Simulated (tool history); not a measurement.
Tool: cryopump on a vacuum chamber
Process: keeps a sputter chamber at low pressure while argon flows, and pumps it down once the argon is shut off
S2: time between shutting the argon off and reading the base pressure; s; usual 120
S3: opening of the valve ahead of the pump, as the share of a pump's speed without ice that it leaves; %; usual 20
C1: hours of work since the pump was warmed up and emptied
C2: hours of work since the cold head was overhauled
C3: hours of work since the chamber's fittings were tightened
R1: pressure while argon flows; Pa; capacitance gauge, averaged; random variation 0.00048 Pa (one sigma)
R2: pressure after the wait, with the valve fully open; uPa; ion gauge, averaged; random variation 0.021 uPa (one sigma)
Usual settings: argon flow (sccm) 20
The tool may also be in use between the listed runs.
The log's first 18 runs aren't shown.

run 19 day=63.567 | argon_flow_(sccm)=23 S2=28 S3=18 | C1=578 C2=3856 C3=345 | R1=0.1099 R2=1.56
-- day=66.133 pump warmed up, emptied and cooled again
run 20 day=68.017 | argon_flow_(sccm)=23 S2=28 S3=18 | C1=38 C2=3943 C3=431 | R1=0.1029 R2=1.48
run 21 day=72.038 | argon_flow_(sccm)=23 S2=29 S3=38 | C1=120 C2=4025 C3=513 | R1=0.0500 R2=1.54
run 22 day=75.621 | argon_flow_(sccm)=20 S2=48 S3=20 | C1=193 C2=4098 C3=586 | R1=0.0811 R2=1.37
run 23 day=79.475 | argon_flow_(sccm)=20 S2=48 S3=20 | C1=272 C2=4176 C3=664 | R1=0.0825 R2=1.46
run 24 day=82.654 | argon_flow_(sccm)=20 S2=48 S3=20 | C1=336 C2=4241 C3=729 | R1=0.0834 R2=1.59
run 25 day=85.475 | argon_flow_(sccm)=20 S2=60 S3=20 | C1=394 C2=4298 C3=786 | R1=0.0835 R2=1.59
run 26 day=88.271 | argon_flow_(sccm)=11 S2=131 S3=20 | C1=451 C2=4355 C3=843 | R1=0.0463 R2=1.48
run 27 day=91.458 | argon_flow_(sccm)=24 S2=218 S3=58 | C1=515 C2=4420 C3=908 | R1=0.0402 R2=1.51
run 28 day=95.588 | argon_flow_(sccm)=24 S2=218 S3=58 | C1=599 C2=4504 C3=992 | R1=0.0419 R2=1.72
-- day=97.142 pump warmed up, emptied and cooled again
run 29 day=98.954 | argon_flow_(sccm)=20 S2=223 S3=27 | C1=37 C2=4568 C3=1056 | R1=0.0597 R2=1.44
run 30 day=101.146 | argon_flow_(sccm)=20 S2=223 S3=27 | C1=81 C2=4613 C3=1101 | R1=0.0603 R2=1.41
run 31 day=104.408 | argon_flow_(sccm)=20 S2=176 S3=19 | C1=148 C2=4679 C3=1167 | R1=0.0858 R2=1.67
run 32 day=107.942 | argon_flow_(sccm)=20 S2=176 S3=19 | C1=220 C2=4751 C3=1239 | R1=0.0862 R2=1.82
run 33 day=112.171 | argon_flow_(sccm)=31 S2=120 S3=20 | C1=306 C2=4837 C3=1325 | R1=0.1294 R2=2.03

Forecast each of these 3 alternatives for the next run:
run A day=114.221 | argon_flow_(sccm)=20 S2=120 S3=57 | C1=348 C2=4879 C3=1367 | R1=? R2=?
run B day=114.221 | argon_flow_(sccm)=31 S2=31 S3=20 | C1=348 C2=4879 C3=1367 | R1=? R2=?
run C day=114.221 | argon_flow_(sccm)=20 S2=68 S3=40 | C1=348 C2=4879 C3=1367 | R1=? R2=?

run=A R1=0.0325 R2=2.09
run=B R1=0.1301 R2=2.75
run=C R1=0.0436 R2=2.26
Without the tool's hidden state the same runs would have given:
run=A R1=0.0281 R2=0.34
run=B R1=0.1233 R2=0.99
run=C R1=0.0392 R2=0.50
